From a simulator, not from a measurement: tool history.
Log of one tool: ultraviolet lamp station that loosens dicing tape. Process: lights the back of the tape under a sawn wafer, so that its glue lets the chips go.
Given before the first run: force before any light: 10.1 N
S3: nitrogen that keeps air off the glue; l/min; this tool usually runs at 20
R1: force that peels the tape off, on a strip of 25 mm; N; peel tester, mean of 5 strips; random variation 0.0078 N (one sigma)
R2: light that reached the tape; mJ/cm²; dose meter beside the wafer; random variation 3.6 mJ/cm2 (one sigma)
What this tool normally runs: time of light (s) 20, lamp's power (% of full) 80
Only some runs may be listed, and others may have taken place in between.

{"run": 1, "hour": 0.0, "time of light (s)": 20, "lamp's power (% of full)": 80, "S3": 20, "R1": 0.734, "R2": 394}
{"run": 2, "hour": 41.2, "time of light (s)": 20, "lamp's power (% of full)": 80, "S3": 20, "R1": 0.749, "R2": 386}
{"run": 3, "hour": 76.3, "time of light (s)": 20, "lamp's power (% of full)": 80, "S3": 20, "R1": 0.824, "R2": 376}
{"run": 4, "hour": 113.1, "time of light (s)": 20, "lamp's power (% of full)": 80, "S3": 20, "R1": 0.833, "R2": 376}
{"run": 5, "hour": 153.3, "time of light (s)": 20, "lamp's power (% of full)": 80, "S3": 20, "R1": 0.874, "R2": 365}
{"run": 6, "hour": 202.9, "time of light (s)": 20, "lamp's power (% of full)": 80, "S3": 20, "R1": 0.906, "R2": 356}
{"run": 7, "hour": 232.2, "time of light (s)": 20, "lamp's power (% of full)": 80, "S3": 20, "R1": 0.916, "R2": 352}
{"run": 8, "hour": 264.9, "time of light (s)": 20, "lamp's power (% of full)": 80, "S3": 20, "R1": 0.925, "R2": 347}
{"hour": 280.1, "done": "window cleaned of glue's vapour"}
{"run": 9, "hour": 308.6, "time of light (s)": 20, "lamp's power (% of full)": 80, "S3": 20, "R1": 0.712, "R2": 393}
{"run": 10, "hour": 345.4, "time of light (s)": 14, "lamp's power (% of full)": 80, "S3": 20, "R1": 1.534, "R2": 273}
{"run": 11, "hour": 380.9, "time of light (s)": 14, "lamp's power (% of full)": 80, "S3": 20, "R1": 1.591, "R2": 264}
{"run": 12, "hour": 435.6, "time of light (s)": 14, "lamp's power (% of full)": 80, "S3": 20, "R1": 1.675, "R2": 264}
{"run": 13, "hour": 464.0, "time of light (s)": 14, "lamp's power (% of full)": 80, "S3": 20, "R1": 1.73, "R2": 256}
{"run": 14, "hour": 490.7, "time of light (s)": 14, "lamp's power (% of full)": 80, "S3": 20, "R1": 1.743, "R2": 252}
{"run": 15, "hour": 515.8, "time of light (s)": 20, "lamp's power (% of full)": 67, "S3": 20, "R1": 1.299, "R2": 300}
{"run": 16, "hour": 551.3, "time of light (s)": 20, "lamp's power (% of full)": 80, "S3": 20, "R1": 0.924, "R2": 355}
{"run": 17, "hour": 581.9, "time of light (s)": 20, "lamp's power (% of full)": 80, "S3": 20, "R1": 0.923, "R2": 346}
{"run": 18, "hour": 636.0, "time of light (s)": 20, "lamp's power (% of full)": 81, "S3": 20, "R1": 0.953, "R2": 349}
{"run": 19, "hour": 659.3, "time of light (s)": 20, "lamp's power (% of full)": 80, "S3": 20, "R1": 1.057, "R2": 337}
{"run": 20, "hour": 686.5, "time of light (s)": 20, "lamp's power (% of full)": 80, "S3": 20, "R1": 1.04, "R2": 335}
{"run": 21, "hour": 730.8, "time of light (s)": 20, "lamp's power (% of full)": 80, "S3": 20, "R1": 1.042, "R2": 328}
{"run": 22, "hour": 783.4, "time of light (s)": 20, "lamp's power (% of full)": 80, "S3": 20, "R1": 1.161, "R2": 318}
{"run": 23, "hour": 817.9, "time of light (s)": 20, "lamp's power (% of full)": 80, "S3": 20, "R1": 1.19, "R2": 313}
{"run": 24, "hour": 862.6, "time of light (s)": 16, "lamp's power (% of full)": 61, "S3": 25, "R1": 2.439, "R2": 185}
{"hour": 880.5, "done": "window cleaned of glue's vapour"}
{"run": 25, "hour": 900.4, "time of light (s)": 20, "lamp's power (% of full)": 79, "S3": 8, "R1": 1.931, "R2": 338}
{"run": 26, "hour": 940.8, "time of light (s)": 19, "lamp's power (% of full)": 86, "S3": 15, "R1": 1.21, "R2": 345}
{"run": 27, "hour": 994.6, "time of light (s)": 14, "lamp's power (% of full)": 60, "S3": 23, "R1": 2.824, "R2": 172}
{"run": 28, "hour": 1032.1, "time of light (s)": 14, "lamp's power (% of full)": 60, "S3": 23, "R1": 2.892, "R2": 169}
{"hour": 1037.3, "done": "lamp changed"}
{"run": 29, "hour": 1071.8, "time of light (s)": 14, "lamp's power (% of full)": 60, "S3": 23, "R1": 1.246, "R2": 291}
{"run": 30, "hour": 1102.3, "time of light (s)": 14, "lamp's power (% of full)": 60, "S3": 23, "R1": 1.224, "R2": 289}
{"run": 31, "hour": 1137.5, "time of light (s)": 10, "lamp's power (% of full)": 95, "S3": 20, "R1": 1.086, "R2": 319}
{"run": 32, "hour": 1168.8, "time of light (s)": 10, "lamp's power (% of full)": 95, "S3": 20, "R1": 1.134, "R2": 319}
{"run": 33, "hour": 1207.1, "time of light (s)": 28, "lamp's power (% of full)": 86, "S3": 20, "R1": 0.191, "R2": 794}
{"run": 34, "hour": 1252.4, "time of light (s)": 20, "lamp's power (% of full)": 80, "S3": 8, "R1": 0.879, "R2": 513}
{"run": 35, "hour": 1280.4, "time of light (s)": 20, "lamp's power (% of full)": 80, "S3": 8, "R1": 0.89, "R2": 513}
{"run": 36, "hour": 1314.2, "time of light (s)": 20, "lamp's power (% of full)": 69, "S3": 8, "R1": 1.2, "R2": 436}
{"run": 37, "hour": 1348.4, "time of light (s)": 20, "lamp's power (% of full)": 69, "S3": 8, "R1": 1.277, "R2": 430}
{"run": 38, "hour": 1402.3, "time of light (s)": 15, "lamp's power (% of full)": 61, "S3": 6, "R1": 3.012, "R2": 277}
{"run": 39, "hour": 1450.8, "time of light (s)": 15, "lamp's power (% of full)": 61, "S3": 6, "R1": 3.055, "R2": 275}
{"hour": 1483.9, "done": "window cleaned of glue's vapour"}
{"run": 40, "hour": 1497.8, "time of light (s)": 15, "lamp's power (% of full)": 61, "S3": 6, "R1": 2.683, "R2": 310}
{"run": 41, "hour": 1550.7, "time of light (s)": 15, "lamp's power (% of full)": 61, "S3": 6, "R1": 2.71, "R2": 306}
{"run": 42, "hour": 1598.6, "time of light (s)": 15, "lamp's power (% of full)": 61, "S3": 6, "R1": 2.696, "R2": 293}

What if the next run were any one of these 5? Each begins from the tool's condition after run 42:
{"run": "A", "hour": 1630.1, "time of light (s)": 24, "lamp's power (% of full)": 84, "S3": 17, "R1": "?", "R2": "?"}
{"run": "B", "hour": 1630.1, "time of light (s)": 12, "lamp's power (% of full)": 80, "S3": 20, "R1": "?", "R2": "?"}
{"run": "C", "hour": 1630.1, "time of light (s)": 20, "lamp's power (% of full)": 87, "S3": 36, "R1": "?", "R2": "?"}
{"run": "D", "hour": 1630.1, "time of light (s)": 12, "lamp's power (% of full)": 92, "S3": 25, "R1": "?", "R2": "?"}
{"run": "E", "hour": 1630.1, "time of light (s)": 27, "lamp's power (% of full)": 68, "S3": 9, "R1": "?", "R2": "?"}

run=A R1=0.273 R2=643
run=B R1=1.212 R2=308
run=C R1=0.236 R2=557
run=D R1=0.752 R2=350
run=E R1=0.598 R2=587
With the hidden condition removed and each run's random variation left untouched, the same runs would have given:
run=A R1=0.216 R2=740
run=B R1=0.912 R2=354
run=C R1=0.197 R2=641
run=D R1=0.547 R2=403
run=E R1=0.434 R2=675
